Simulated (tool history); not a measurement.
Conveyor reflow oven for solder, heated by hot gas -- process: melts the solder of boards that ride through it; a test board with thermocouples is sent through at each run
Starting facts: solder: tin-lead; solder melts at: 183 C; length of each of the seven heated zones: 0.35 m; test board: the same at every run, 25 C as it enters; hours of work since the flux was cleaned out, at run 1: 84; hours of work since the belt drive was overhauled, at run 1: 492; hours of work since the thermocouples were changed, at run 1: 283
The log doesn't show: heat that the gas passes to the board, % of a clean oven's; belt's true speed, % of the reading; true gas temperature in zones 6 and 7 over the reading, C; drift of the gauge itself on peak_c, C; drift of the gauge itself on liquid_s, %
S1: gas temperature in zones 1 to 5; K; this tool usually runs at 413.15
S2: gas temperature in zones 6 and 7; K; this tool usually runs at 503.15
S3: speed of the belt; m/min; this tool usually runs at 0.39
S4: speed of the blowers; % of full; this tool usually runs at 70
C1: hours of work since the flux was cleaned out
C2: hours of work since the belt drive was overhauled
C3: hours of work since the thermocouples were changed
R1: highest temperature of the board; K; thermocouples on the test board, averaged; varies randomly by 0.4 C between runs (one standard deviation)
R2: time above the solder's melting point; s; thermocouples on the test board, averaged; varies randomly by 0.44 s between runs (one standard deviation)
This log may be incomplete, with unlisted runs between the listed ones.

Run 1, hour 0: usual settings; C1 84; C2 492; C3 283. Result: R1 491.95 K, R2 86.2 s.
Run 2, hour 14.4: usual settings; C1 91; C2 498; C3 289. Result: R1 491.95 K, R2 86.5 s.
Run 3, hour 30.9: usual settings; C1 99; C2 506; C3 297. Result: R1 492.25 K, R2 86.4 s.
Run 4, hour 55: usual settings; C1 110; C2 517; C3 308. Result: R1 492.45 K, R2 87.1 s.
Run 5, hour 72.9: usual settings; C1 118; C2 526; C3 317. Result: R1 491.15 K, R2 86.3 s.
Run 6, hour 101.3: usual settings; C1 132; C2 539; C3 330. Result: R1 492.25 K, R2 86 s.
Run 7, hour 122.5: usual settings; C1 141; C2 549; C3 340. Result: R1 491.45 K, R2 86.4 s.
Run 8, hour 152.5: usual settings; C1 155; C2 563; C3 354. Result: R1 490.75 K, R2 86.6 s.
Run 9, hour 165: usual settings but S4 71 % of full; C1 161; C2 569; C3 360. Result: R1 490.55 K, R2 85.9 s.
Run 10, hour 182.6: usual settings but S1 425.15 K, S4 71 % of full; C1 169; C2 577; C3 368. Result: R1 492.95 K, R2 94.5 s.
Run 11, hour 204.4: usual settings but S1 425.15 K, S4 71 % of full; C1 180; C2 587; C3 378. Result: R1 492.05 K, R2 93.3 s.
Run 12, hour 230.5: usual settings but S1 427.15 K, S4 71 % of full; C1 192; C2 599; C3 390. Result: R1 493.15 K, R2 95.7 s.
Run 13, hour 256.8: usual settings but S1 402.15 K; C1 204; C2 611; C3 402. Result: R1 489.25 K, R2 78.8 s.
Run 14, hour 279.1: usual settings but S1 407.15 K, S2 493.15 K, S4 51 % of full; C1 214; C2 622; C3 413. Result: R1 476.75 K, R2 61.6 s.
Run 15, hour 297.8: usual settings but S1 406.15 K, S2 496.15 K, S3 0.315 m/min, S4 51 % of full; C1 223; C2 630; C3 421. Result: R1 485.05 K, R2 94.4 s.
Run 16, hour 321.3: usual settings but S1 400.15 K, S2 501.15 K, S3 0.364 m/min, S4 75 % of full; C1 234; C2 641; C3 432. Result: R1 489.85 K, R2 85.9 s.
Run 17, hour 339.7: usual settings but S1 419.15 K, S2 518.15 K, S3 0.343 m/min; C1 243; C2 650; C3 441. Result: R1 508.75 K, R2 116.9 s.
Run 18, hour 360.5: usual settings but S2 506.15 K, S4 75 % of full; C1 252; C2 660; C3 451. Result: R1 494.55 K, R2 89.6 s.
Run 19, hour 386.5: usual settings but S2 506.15 K, S4 75 % of full; C1 264; C2 672; C3 463. Result: R1 494.15 K, R2 88.2 s.
Run 20, hour 411.9: usual settings but S1 409.15 K, S2 494.15 K, S3 0.408 m/min, S4 79 % of full; C1 276; C2 684; C3 475. Result: R1 482.55 K, R2 70.4 s.
Run 21, hour 440.4: usual settings but S1 400.15 K, S3 0.45 m/min; C1 290; C2 697; C3 488. Result: R1 483.85 K, R2 60.4 s.
Run 22, hour 454.9: usual settings but S1 407.15 K; C1 296; C2 704; C3 495. Result: R1 489.75 K, R2 81.1 s.

Measured result minus the same run's result without the hidden state. Both carry the same run-to-run variation, though not necessarily the same gauge scatter:
run    R1    R2
  1  -1.4  -0.3
  2  -1.4  -0.3
  3  -1.5  -0.3
  4  -1.5  -0.3
  5  -1.6  -0.4
  6  -1.7  -0.5
  7  -1.8  -0.5
  8  -1.9  -0.7
  9  -1.9  -0.7
 10  -1.8  -0.2
 11    -2  -0.3
 12    -2  -0.2
 13  -2.4  -1.5
 14    -2  -2.5
 15  -1.9  -1.6
 16  -2.5  -1.8
 17  -2.4  +0.6
 18  -2.7    -1
 19  -2.7  -1.1
 20  -2.9  -2.9
 21  -3.3    -3
 22    -3    -2
